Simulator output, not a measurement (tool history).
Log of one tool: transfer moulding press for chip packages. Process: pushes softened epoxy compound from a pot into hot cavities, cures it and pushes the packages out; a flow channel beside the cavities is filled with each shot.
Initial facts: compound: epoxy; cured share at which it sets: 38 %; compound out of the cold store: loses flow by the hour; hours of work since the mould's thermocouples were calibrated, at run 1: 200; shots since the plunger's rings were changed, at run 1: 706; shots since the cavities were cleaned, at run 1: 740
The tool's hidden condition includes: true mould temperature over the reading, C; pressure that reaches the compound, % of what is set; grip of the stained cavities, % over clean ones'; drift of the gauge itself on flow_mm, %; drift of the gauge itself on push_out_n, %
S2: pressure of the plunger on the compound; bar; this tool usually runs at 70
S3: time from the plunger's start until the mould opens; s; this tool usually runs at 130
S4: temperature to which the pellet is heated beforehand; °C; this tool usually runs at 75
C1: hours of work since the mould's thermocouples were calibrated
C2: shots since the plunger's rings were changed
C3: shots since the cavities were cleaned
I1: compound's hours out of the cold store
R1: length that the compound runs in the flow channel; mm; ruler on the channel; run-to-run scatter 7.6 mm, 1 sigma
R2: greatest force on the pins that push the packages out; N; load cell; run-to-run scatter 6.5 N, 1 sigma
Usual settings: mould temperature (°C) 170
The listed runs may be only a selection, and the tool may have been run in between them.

{"run": 1, "hour": 0.0, "mould temperature (°C)": 170, "S2": 70, "S3": 130, "S4": 75, "C1": 200, "C2": 706, "C3": 740, "I1": 11.3, "R1": 899, "R2": 442}
{"run": 2, "hour": 14.7, "mould temperature (°C)": 170, "S2": 70, "S3": 130, "S4": 75, "C1": 207, "C2": 791, "C3": 825, "I1": 43.2, "R1": 822, "R2": 435}
{"run": 3, "hour": 26.3, "mould temperature (°C)": 170, "S2": 70, "S3": 130, "S4": 75, "C1": 212, "C2": 859, "C3": 893, "I1": 32.9, "R1": 848, "R2": 435}
{"hour": 29.3, "done": "cavities cleaned with cleaning compound and waxed"}
{"run": 4, "hour": 41.5, "mould temperature (°C)": 170, "S2": 70, "S3": 110, "S4": 75, "C1": 217, "C2": 938, "C3": 71, "I1": 35.5, "R1": 838, "R2": 354}
{"run": 5, "hour": 48.4, "mould temperature (°C)": 170, "S2": 70, "S3": 110, "S4": 75, "C1": 220, "C2": 978, "C3": 111, "I1": 22.8, "R1": 866, "R2": 368}
{"run": 6, "hour": 58.3, "mould temperature (°C)": 174, "S2": 70, "S3": 166, "S4": 75, "C1": 225, "C2": 1035, "C3": 168, "I1": 11.5, "R1": 863, "R2": 293}
{"hour": 61.1, "done": "mould's thermocouples calibrated"}
{"run": 7, "hour": 74.4, "mould temperature (°C)": 174, "S2": 70, "S3": 166, "S4": 75, "C1": 6, "C2": 1117, "C3": 250, "I1": 28, "R1": 835, "R2": 291}
{"run": 8, "hour": 82.9, "mould temperature (°C)": 174, "S2": 70, "S3": 166, "S4": 75, "C1": 9, "C2": 1167, "C3": 300, "I1": 38.1, "R1": 822, "R2": 314}
{"run": 9, "hour": 91.1, "mould temperature (°C)": 174, "S2": 70, "S3": 166, "S4": 75, "C1": 13, "C2": 1214, "C3": 347, "I1": 38.5, "R1": 812, "R2": 324}
{"run": 10, "hour": 104.6, "mould temperature (°C)": 171, "S2": 70, "S3": 128, "S4": 75, "C1": 18, "C2": 1293, "C3": 426, "I1": 28.8, "R1": 846, "R2": 366}

Consider 3 possible next runs. They are alternatives, not a sequence: every one starts from the tool as it was left by run 10. What does each give?
{"run": "A", "hour": 120.7, "mould temperature (°C)": 168, "S2": 75.8, "S3": 128, "S4": 77, "C1": 25, "C2": 1386, "C3": 519, "I1": 15, "R1": "?", "R2": "?"}
{"run": "B", "hour": 120.7, "mould temperature (°C)": 170, "S2": 79.6, "S3": 143, "S4": 75, "C1": 25, "C2": 1386, "C3": 519, "I1": 29.9, "R1": "?", "R2": "?"}
{"run": "C", "hour": 120.7, "mould temperature (°C)": 168, "S2": 74.8, "S3": 130, "S4": 75, "C1": 25, "C2": 1386, "C3": 519, "I1": 44.9, "R1": "?", "R2": "?"}

run=A R1=930 R2=436
run=B R1=907 R2=376
run=C R1=853 R2=412
Take away the tool's hidden state, keep each run's random variation, and the runs would have read:
run=A R1=951 R2=282
run=B R1=928 R2=251
run=C R1=873 R2=268

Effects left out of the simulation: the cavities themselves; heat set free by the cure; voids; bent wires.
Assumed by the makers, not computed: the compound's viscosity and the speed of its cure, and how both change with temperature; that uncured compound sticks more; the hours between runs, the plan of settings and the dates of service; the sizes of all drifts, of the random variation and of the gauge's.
